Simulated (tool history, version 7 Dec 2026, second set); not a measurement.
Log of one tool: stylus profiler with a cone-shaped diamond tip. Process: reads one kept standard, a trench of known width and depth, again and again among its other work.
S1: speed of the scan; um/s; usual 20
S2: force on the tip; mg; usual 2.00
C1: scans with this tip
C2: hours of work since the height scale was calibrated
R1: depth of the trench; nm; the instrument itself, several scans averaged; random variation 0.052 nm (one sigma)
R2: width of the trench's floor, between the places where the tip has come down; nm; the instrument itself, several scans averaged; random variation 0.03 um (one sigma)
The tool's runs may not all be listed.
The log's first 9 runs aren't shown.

| run | day | S1 | S2 | C1 | C2 | R1 | R2 |
|---|---|---|---|---|---|---|---|
| 10 | 5.188 | 20 | 2.00 | 6399 | 656 | 100.64 | 98070 |
| 11 | 5.629 | 20 | 2.00 | 6480 | 664 | 100.70 | 98060 |
| 12 | 6.546 | 20 | 2.00 | 6649 | 682 | 100.58 | 98100 |
| 13 | 7.096 | 20 | 4.76 | 6750 | 692 | 101.03 | 98080 |
| 14 | 7.483 | 20 | 4.76 | 6822 | 699 | 101.02 | 98090 |
| 15 | 8.333 | 17 | 2.00 | 6978 | 715 | 100.68 | 98080 |
| 16 | 9.071 | 17 | 2.00 | 7114 | 729 | 100.62 | 98020 |
| 17 | 9.917 | 17 | 2.00 | 7270 | 745 | 100.72 | 98060 |
| 18 | 10.533 | 17 | 2.00 | 7383 | 757 | 100.62 | 98110 |
| 19 | 10.975 | 20 | 0.73 | 7464 | 765 | 100.40 | 97990 |
| 20 | 11.883 | 20 | 1.24 | 7631 | 782 | 100.43 | 97980 |
| 21 | 12.475 | 20 | 0.90 | 7740 | 794 | 100.42 | 98040 |
| 22 | 13.121 | 20 | 0.90 | 7859 | 806 | 100.45 | 97970 |
| 23 | 14.004 | 20 | 0.90 | 8021 | 822 | 100.43 | 97950 |
| 24 | 14.738 | 20 | 2.00 | 8156 | 836 | 100.78 | 98040 |
| 25 | 15.333 | 62 | 2.52 | 8266 | 848 | 100.85 | 97860 |
| 26 | 16.000 | 62 | 2.52 | 8388 | 860 | 100.76 | 97820 |
| 27 | 16.496 | 62 | 1.30 | 8480 | 870 | 100.60 | 97790 |

The next listed run, before its measurement:
| 28 | 17.104 | 62 | 0.85 | 8592 | 881 | ? | ? |

Run 28 gave R1 100.44 nm, R2 97680 nm.
Without the tool's hidden state the same run would have given R1 100.25 nm, R2 98400 nm.
